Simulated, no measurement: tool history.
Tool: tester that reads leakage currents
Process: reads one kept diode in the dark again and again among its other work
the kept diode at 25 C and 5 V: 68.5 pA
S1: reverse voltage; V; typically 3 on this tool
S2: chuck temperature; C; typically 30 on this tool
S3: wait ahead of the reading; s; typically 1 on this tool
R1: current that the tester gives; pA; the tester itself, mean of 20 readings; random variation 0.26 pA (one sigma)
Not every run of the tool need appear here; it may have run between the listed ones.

| run | hour | S1 | S2 | S3 | R1 |
|---|---|---|---|---|---|
| 1 | 0 | 3 | 30 | 1 | 91.14 |
| 2 | 53.8 | 3 | 30 | 0.39 | 91.64 |
| 3 | 94.7 | 3 | 30 | 0.84 | 91.5 |
| 4 | 127.5 | 3 | 30 | 0.84 | 91.34 |
| 5 | 159.2 | 3 | 30 | 0.84 | 91.98 |
| 6 | 224.2 | 3 | 30 | 0.84 | 91.68 |
| 7 | 285.1 | 7.04 | 30 | 0.84 | 126.36 |
| 8 | 312.9 | 7.04 | 30 | 0.84 | 127.13 |
| 9 | 356.5 | 7.04 | 30 | 0.84 | 127.27 |
| 10 | 384.4 | 7.04 | 30 | 0.84 | 128.06 |
| 11 | 432.9 | 16.3 | 30 | 1 | 178.43 |
|  | 439.3 | probe card cleaned and baked |
| 12 | 478.1 | 3 | 30 | 1 | 94.32 |
| 13 | 546.9 | 3 | 30 | 1 | 94.89 |
|  | 599.5 | probe card cleaned and baked, once more |
| 14 | 601.4 | 3 | 30 | 1 | 90.16 |
| 15 | 666.8 | 3 | 30 | 1 | 90.41 |
| 16 | 730.5 | 3 | 30 | 1 | 90.45 |
| 17 | 792.5 | 3 | 30 | 1 | 91.3 |
| 18 | 835.2 | 3 | 30 | 1 | 91.27 |
| 19 | 898.5 | 3 | 30 | 1 | 92 |
| 20 | 938.7 | 3 | 30 | 1 | 91.51 |
| 21 | 980.1 | 3 | 30 | 1 | 91.58 |
| 22 | 1016.3 | 10.86 | 51 | 1 | 638.48 |
| 23 | 1075.8 | 11.11 | 22 | 1.09 | 80.32 |
| 24 | 1106.5 | 3 | 59 | 5.57 | 692.69 |
| 25 | 1135.7 | 1.6 | 36 | 1.77 | 116.37 |
| 26 | 1185.9 | 3.54 | 45 | 0.58 | 290.71 |
| 27 | 1225 | 3.32 | 28 | 0.56 | 83.06 |
| 28 | 1267.2 | 3.32 | 28 | 5.96 | 82.48 |
| 29 | 1329.2 | 3 | 49 | 6.12 | 360.96 |
| 30 | 1371.2 | 1.35 | 39 | 1.03 | 138 |
| 31 | 1406.9 | 1.35 | 39 | 1.03 | 137.02 |
| 32 | 1463.6 | 7.59 | 53 | 1 | 655.35 |
| 33 | 1529.5 | 7.59 | 53 | 1 | 656.23 |
| 34 | 1567.8 | 3 | 35 | 4.13 | 135.96 |
| 35 | 1608.4 | 1.4 | 55 | 7.16 | 416.78 |
| 36 | 1676.9 | 1.4 | 55 | 7.16 | 416.19 |
| 37 | 1735.5 | 1.4 | 55 | 7.16 | 415.03 |
| 38 | 1763.5 | 1.4 | 55 | 7.16 | 418.8 |

What does the tool deliver on the next run?
| 39 | 1802.6 | 4.38 | 45 | 0.35 | ? |

Run 39 produced R1 321.17 pA.
On a tool with no hidden condition, and with the same random variation, this run would have come out at R1 293.01 pA.
